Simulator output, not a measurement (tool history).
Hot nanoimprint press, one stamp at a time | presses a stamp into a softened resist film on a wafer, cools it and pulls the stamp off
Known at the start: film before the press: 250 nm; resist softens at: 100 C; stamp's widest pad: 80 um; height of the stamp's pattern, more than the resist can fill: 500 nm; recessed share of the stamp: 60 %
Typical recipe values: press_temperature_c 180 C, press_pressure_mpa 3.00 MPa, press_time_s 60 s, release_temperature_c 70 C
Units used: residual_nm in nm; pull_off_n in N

Run 1, hour 0.0: usual settings. Result: residual_nm 138.9 nm, pull_off_n 231 N.
Run 2, hour 11.7: usual settings. Result: residual_nm 138.2 nm, pull_off_n 234 N.
Run 3, hour 24.7: usual settings. Result: residual_nm 138.4 nm, pull_off_n 243 N.
Run 4, hour 39.3: usual settings but press_temperature_c 174 C. Result: residual_nm 166.2 nm, pull_off_n 241 N.
Run 5, hour 51.1: usual settings but press_temperature_c 174 C, press_time_s 88 s. Result: residual_nm 149.7 nm, pull_off_n 243 N.
Run 6, hour 66.5: usual settings but press_pressure_mpa 4.37 MPa. Result: residual_nm 118.1 nm, pull_off_n 247 N.
Run 7, hour 78.8: usual settings but press_pressure_mpa 4.37 MPa. Result: residual_nm 118.5 nm, pull_off_n 250 N.
Run 8, hour 90.0: usual settings but press_pressure_mpa 3.55 MPa. Result: residual_nm 130.7 nm, pull_off_n 261 N.
Run 9, hour 103.7: usual settings but press_temperature_c 170 C. Result: residual_nm 186.9 nm, pull_off_n 255 N.
Run 10, hour 114.5: usual settings but press_temperature_c 170 C. Result: residual_nm 187.2 nm, pull_off_n 259 N.
Run 11, hour 124.4: usual settings but press_temperature_c 170 C. Result: residual_nm 186.4 nm, pull_off_n 265 N.
Run 12, hour 133.8: usual settings but press_temperature_c 170 C. Result: residual_nm 187.0 nm, pull_off_n 251 N.
Run 13, hour 148.8: usual settings but press_temperature_c 170 C. Result: residual_nm 187.5 nm, pull_off_n 264 N.
Run 14, hour 161.7: usual settings but press_temperature_c 170 C, press_pressure_mpa 4.46 MPa. Result: residual_nm 164.5 nm, pull_off_n 264 N.
At hour 173.1: stamp cleaned and given a new release coat.
Run 15, hour 183.6: usual settings but press_temperature_c 170 C, press_pressure_mpa 4.46 MPa. Result: residual_nm 165.4 nm, pull_off_n 170 N.
At hour 188.4: plate thermocouple calibrated.
Run 16, hour 202.4: usual settings but press_pressure_mpa 2.18 MPa, release_temperature_c 61 C. Result: residual_nm 157.3 nm, pull_off_n 193 N.
Run 17, hour 214.7: usual settings but press_temperature_c 189 C, press_time_s 85 s. Result: residual_nm 91.9 nm, pull_off_n 173 N.
Run 18, hour 221.7: usual settings but press_time_s 52 s, release_temperature_c 65 C. Result: residual_nm 144.7 nm, pull_off_n 194 N.
Run 19, hour 237.4: usual settings but press_time_s 88 s. Result: residual_nm 122.2 nm, pull_off_n 174 N.
Run 20, hour 244.9: usual settings but press_temperature_c 169 C, press_time_s 88 s. Result: residual_nm 171.4 nm, pull_off_n 182 N.
Run 21, hour 257.5: usual settings but press_temperature_c 169 C, press_pressure_mpa 2.39 MPa, press_time_s 88 s, release_temperature_c 68 C. Result: residual_nm 184.2 nm, pull_off_n 186 N.
Run 22, hour 271.3: usual settings but press_temperature_c 191 C, press_pressure_mpa 2.39 MPa, press_time_s 88 s, release_temperature_c 62 C. Result: residual_nm 96.1 nm, pull_off_n 202 N.
Run 23, hour 279.4: usual settings but press_pressure_mpa 3.80 MPa. Result: residual_nm 124.7 nm, pull_off_n 184 N.
Run 24, hour 295.4: usual settings but press_time_s 98 s. Result: residual_nm 117.6 nm, pull_off_n 189 N.
Run 25, hour 306.8: usual settings but press_pressure_mpa 3.48 MPa, press_time_s 98 s. Result: residual_nm 109.6 nm, pull_off_n 185 N.
Run 26, hour 315.7: usual settings but press_pressure_mpa 3.48 MPa, press_time_s 98 s. Result: residual_nm 111.4 nm, pull_off_n 187 N.
Run 27, hour 332.5: usual settings but press_temperature_c 176 C, release_temperature_c 67 C. Result: residual_nm 157.6 nm, pull_off_n 203 N.
Run 28, hour 343.4: usual settings but press_temperature_c 176 C, release_temperature_c 67 C. Result: residual_nm 157.8 nm, pull_off_n 199 N.
Run 29, hour 352.5: usual settings but press_temperature_c 176 C, release_temperature_c 67 C. Result: residual_nm 157.7 nm, pull_off_n 207 N.

Forecast each of these 4 alternatives for the next run:
Run A, hour 365.0: usual settings but press_temperature_c 179 C, release_temperature_c 55 C. Result: residual_nm ?, pull_off_n ?.
Run B, hour 365.0: usual settings but press_temperature_c 176 C, press_time_s 70 s, release_temperature_c 71 C. Result: residual_nm ?, pull_off_n ?.
Run C, hour 365.0: usual settings but press_temperature_c 176 C, press_time_s 39 s, release_temperature_c 67 C. Result: residual_nm ?, pull_off_n ?.
Run D, hour 365.0: usual settings but press_temperature_c 176 C, press_time_s 69 s, release_temperature_c 73 C. Result: residual_nm ?, pull_off_n ?.

run  residual_nm  pull_off_n
  A        144.5         254
  B        151.6         195
  C        176.9         219
  D        152.0         192
With no hidden state in the tool, these same runs would have given:
run  residual_nm  pull_off_n
  A        140.6         210
  B        147.6         160
  C        173.0         180
  D        148.0         158

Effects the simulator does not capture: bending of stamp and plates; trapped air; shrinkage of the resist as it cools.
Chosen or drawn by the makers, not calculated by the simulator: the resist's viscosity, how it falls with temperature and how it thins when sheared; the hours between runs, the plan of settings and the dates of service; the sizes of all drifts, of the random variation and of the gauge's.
